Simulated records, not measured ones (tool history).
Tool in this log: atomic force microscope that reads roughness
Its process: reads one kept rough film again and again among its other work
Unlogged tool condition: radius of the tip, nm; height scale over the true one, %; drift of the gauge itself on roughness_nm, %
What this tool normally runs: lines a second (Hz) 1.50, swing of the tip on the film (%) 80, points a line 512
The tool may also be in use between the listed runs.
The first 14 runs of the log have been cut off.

run	hour	lines a second (Hz)	swing of the tip on the film (%)	points a line	pictures with this tip	hours of work since the height scale was calibrated	roughness of the kept film (nm (root mean square))
# hour 578.9: new tip fitted
15	607.5	0.99	80	512	33	1168	1.966
16	631.7	1.21	80	512	60	1182	1.913
17	658.1	1.21	80	512	90	1198	1.906
# hour 661.8: new tip fitted
18	690.6	1.21	80	512	33	1217	1.934
# hour 743.8: new tip fitted
19	748.7	1.21	80	512	5	1251	1.945
20	788.4	1.21	80	512	50	1275	1.935
21	823.4	0.57	58	512	90	1296	1.979
# hour 827.3: new tip fitted
22	876.8	1.74	58	270	56	1327	1.953
# hour 908.0: new tip fitted
23	918.9	0.59	58	567	12	1352	2.034
24	971.9	1.27	80	442	73	1384	1.928
# hour 992.2: new tip fitted
25	1029.0	3.64	80	475	42	1418	1.770
26	1068.3	2.20	69	611	87	1441	1.904
# hour 1073.5: new tip fitted
27	1118.7	0.63	69	611	51	1471	1.996
# hour 1154.8: new tip fitted
28	1154.8	1.03	72	611	0	1492	2.008
29	1200.3	1.12	80	593	52	1519	1.945
# hour 1237.7: new tip fitted
30	1255.0	1.50	77	323	20	1551	1.939
31	1285.4	2.07	80	512	55	1569	1.872
32	1316.4	1.50	57	512	90	1588	1.987
# hour 1321.1: new tip fitted
33	1369.4	1.50	57	512	55	1619	1.989
# hour 1404.2: new tip fitted
34	1404.2	0.92	59	262	0	1640	2.017
35	1449.7	2.52	59	930	52	1667	1.981
36	1473.9	2.03	68	579	80	1681	1.900

Consider 5 possible next runs. They are alternatives, not a sequence: every one starts from the tool as it was left by run 36. What does each give?
# hour 1486.5: new tip fitted
A	1522.3	2.03	75	258	41	1710	?
# hour 1486.5: new tip fitted
B	1522.3	1.50	56	455	41	1710	?
# hour 1486.5: new tip fitted
C	1522.3	2.55	66	413	41	1710	?
# hour 1486.5: new tip fitted
D	1522.3	2.44	72	649	41	1710	?
# hour 1486.5: new tip fitted
E	1522.3	0.65	60	279	41	1710	?

run	roughness of the kept film (nm (root mean square))
A	1.901
B	1.999
C	1.944
D	1.909
E	2.010
What these runs would have given with no unlogged condition in the tool:
run	roughness of the kept film (nm (root mean square))
A	1.915
B	2.014
C	1.959
D	1.923
E	2.025
